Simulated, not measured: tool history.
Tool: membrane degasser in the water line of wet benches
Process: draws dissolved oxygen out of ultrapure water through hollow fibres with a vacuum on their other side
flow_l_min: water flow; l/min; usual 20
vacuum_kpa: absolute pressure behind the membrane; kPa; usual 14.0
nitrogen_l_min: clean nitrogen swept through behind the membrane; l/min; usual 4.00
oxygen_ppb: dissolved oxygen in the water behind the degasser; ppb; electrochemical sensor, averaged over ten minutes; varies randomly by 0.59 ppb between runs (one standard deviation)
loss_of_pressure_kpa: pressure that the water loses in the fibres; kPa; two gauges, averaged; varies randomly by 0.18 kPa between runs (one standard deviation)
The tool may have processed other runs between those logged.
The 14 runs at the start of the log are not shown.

run	hour	flow_l_min	vacuum_kpa	nitrogen_l_min	hours since the membrane was changed	hours since the vacuum gauge was calibrated	hours since the vacuum lines were made tight	oxygen_ppb	loss_of_pressure_kpa
15	2466.9	20	14.0	4.00	7630	6464	3713	139.6	38.66
16	2680.3	20	14.0	4.00	7844	6677	3926	138.8	38.82
17	2812.4	20	14.0	4.00	7976	6809	4058	138.8	38.58
18	3034.3	24	20.5	7.86	8198	7031	4280	141.0	46.81
19	3167.1	12	21.8	7.86	8331	7164	4413	72.8	23.18
20	3333.0	27	10.9	7.86	8497	7330	4579	84.1	52.74
21	3472.4	27	10.2	5.22	8636	7469	4718	108.2	52.58
22	3624.1	18	12.4	4.13	8788	7621	4870	104.3	34.99
23	3891.0	20	31.6	4.00	9055	7888	5137	342.0	39.12
24	4053.7	20	25.1	2.05	9217	8050	5300	494.5	39.22
25	4166.0	20	25.1	2.05	9330	8163	5412	490.0	38.94
# hour 4297.7: vacuum gauge calibrated
26	4297.7	22	16.1	4.51	9461	0	5543	159.6	42.81
27	4458.5	12	9.2	8.25	9622	161	5704	22.8	23.65
28	4617.6	12	9.2	8.25	9781	320	5863	23.0	23.38
29	4841.4	12	9.2	8.25	10005	544	6087	22.8	23.44
30	5055.4	19	32.5	6.23	10219	758	6301	222.4	37.38
31	5167.5	19	32.5	6.23	10331	870	6413	220.8	37.25
32	5305.2	19	11.2	8.89	10468	1008	6551	48.0	36.78
33	5529.2	19	11.2	8.89	10692	1232	6775	47.8	37.30

Alternative continuations, all from the tool just after run 33; predict every row:
A	5763.6	15	14.0	11.10	10927	1466	7009	?	?
B	5763.6	14	11.2	8.89	10927	1466	7009	?	?
C	5763.6	19	23.7	2.76	10927	1466	7009	?	?

run	oxygen_ppb	loss_of_pressure_kpa
A	39.1	29.16
B	33.6	27.44
C	335.1	37.10
What these runs would have given with no unlogged condition in the tool:
run	oxygen_ppb	loss_of_pressure_kpa
A	38.1	28.49
B	32.8	26.81
C	331.0	36.24

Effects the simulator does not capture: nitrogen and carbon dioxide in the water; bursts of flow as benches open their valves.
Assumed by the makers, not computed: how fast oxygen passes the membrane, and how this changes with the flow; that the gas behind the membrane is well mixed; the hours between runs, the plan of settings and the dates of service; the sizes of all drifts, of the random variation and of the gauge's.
